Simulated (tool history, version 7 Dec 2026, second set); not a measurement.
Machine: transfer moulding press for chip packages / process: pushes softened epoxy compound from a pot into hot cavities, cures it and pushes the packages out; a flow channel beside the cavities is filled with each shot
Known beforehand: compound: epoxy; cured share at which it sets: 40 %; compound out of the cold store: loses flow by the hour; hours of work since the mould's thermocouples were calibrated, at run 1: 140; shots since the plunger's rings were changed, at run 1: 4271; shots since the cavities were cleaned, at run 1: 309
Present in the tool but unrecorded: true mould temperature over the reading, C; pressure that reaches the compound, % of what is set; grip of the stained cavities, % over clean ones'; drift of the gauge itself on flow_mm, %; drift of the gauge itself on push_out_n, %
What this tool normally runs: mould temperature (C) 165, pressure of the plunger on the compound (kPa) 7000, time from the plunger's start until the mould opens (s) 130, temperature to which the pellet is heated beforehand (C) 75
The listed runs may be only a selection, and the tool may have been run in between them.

run,hour,mould temperature (C),pressure of the plunger on the compound (kPa),time from the plunger's start until the mould opens (s),temperature to which the pellet is heated beforehand (C),hours of work since the mould's thermocouples were calibrated,shots since the plunger's rings were changed,shots since the cavities were cleaned,incoming compound's hours out of the cold store,length that the compound runs in the flow channel (mm),greatest force on the pins that push the packages out (N)
1,0,165,7000,130,75,140,4271,309,39.3,693,461
2,7.6,165,6540,130,75,145,4338,376,21.1,708,451
3,16.8,165,7000,119,75,150,4419,457,17.9,729,510
4,21,165,7000,119,75,153,4455,493,38.1,704,505
5,27.8,165,7000,119,75,157,4515,553,45.9,687,503
6,33.5,165,7000,130,76,160,4565,603,11.9,741,495
7,39.7,165,7000,130,76,164,4619,657,36.1,696,476
8,46.7,165,7000,130,71,168,4680,718,39.2,700,468
# hour 52.6: cavities cleaned with cleaning compound and waxed
9,54.3,165,7000,130,71,172,4733,14,44.8,690,471
10,60.5,165,7000,130,71,175,4788,69,14.9,736,442
11,67.9,165,7000,130,71,180,4853,134,14.2,750,470
12,74,165,7000,130,66,183,4906,187,10.9,747,499
13,81.2,165,7000,130,66,188,4969,250,42.8,689,500
14,88.7,165,7000,130,65,192,5035,316,43.5,689,462
15,97,165,7710,130,75,197,5107,388,12.4,782,472
16,101.3,161,5970,132,85,199,5144,425,45.5,653,531
17,106.9,164,6340,154,73,203,5194,475,25.4,687,440
18,116.6,165,8570,130,73,208,5279,560,16.4,820,473
19,122.3,165,6190,130,68,212,5328,609,16.7,686,464
20,126.8,160,7000,146,68,214,5367,648,23.8,743,502
21,131.7,160,8410,116,77,217,5411,692,38.6,785,668
# hour 140.5: cavities cleaned with cleaning compound and waxed
22,140.5,160,6750,148,82,222,5475,0,38.6,701,466
23,148.1,160,6750,148,82,226,5541,66,27.9,722,481
# hour 156: plunger's sealing rings changed
24,160.1,165,8450,122,69,232,35,149,44,764,506
25,167.7,165,8450,122,69,236,101,215,47.8,750,483
26,173.2,162,5370,161,75,240,150,264,32.2,628,456
27,179.3,162,5370,161,68,243,203,317,26.4,638,456
28,188.7,169,7750,161,68,249,285,399,14.6,774,450
29,196.8,170,7830,165,78,254,356,470,38,718,453
30,205.3,170,7830,165,78,259,431,545,8.6,776,451

For each entry between runs, how does the tool's hidden state at the last listed run before it compare with that at the first listed run after it?
Run 8 -> run 9: cavities cleaned with cleaning compound and waxed (hour 52.6)
  grip of the stained cavities, % over clean ones': 2.1 -> 0.1
  what was measured, less what the result would be without the hidden state, greatest force on the pins that push the packages out (N): +10 -> +0
Run 21 -> run 22: cavities cleaned with cleaning compound and waxed (hour 140.5)
  pressure that reaches the compound, % of what is set: 99.68 -> 99.67; grip of the stained cavities, % over clean ones': 2 -> 0.1
  what was measured, less what the result would be without the hidden state, greatest force on the pins that push the packages out (N): +12 -> +1
Run 23 -> run 24: plunger's sealing rings changed (hour 156)
  pressure that reaches the compound, % of what is set: 99.67 -> 99.99; grip of the stained cavities, % over clean ones': 0.4 -> 0.8
  what was measured, less what the result would be without the hidden state, greatest force on the pins that push the packages out (N): +2 -> +4

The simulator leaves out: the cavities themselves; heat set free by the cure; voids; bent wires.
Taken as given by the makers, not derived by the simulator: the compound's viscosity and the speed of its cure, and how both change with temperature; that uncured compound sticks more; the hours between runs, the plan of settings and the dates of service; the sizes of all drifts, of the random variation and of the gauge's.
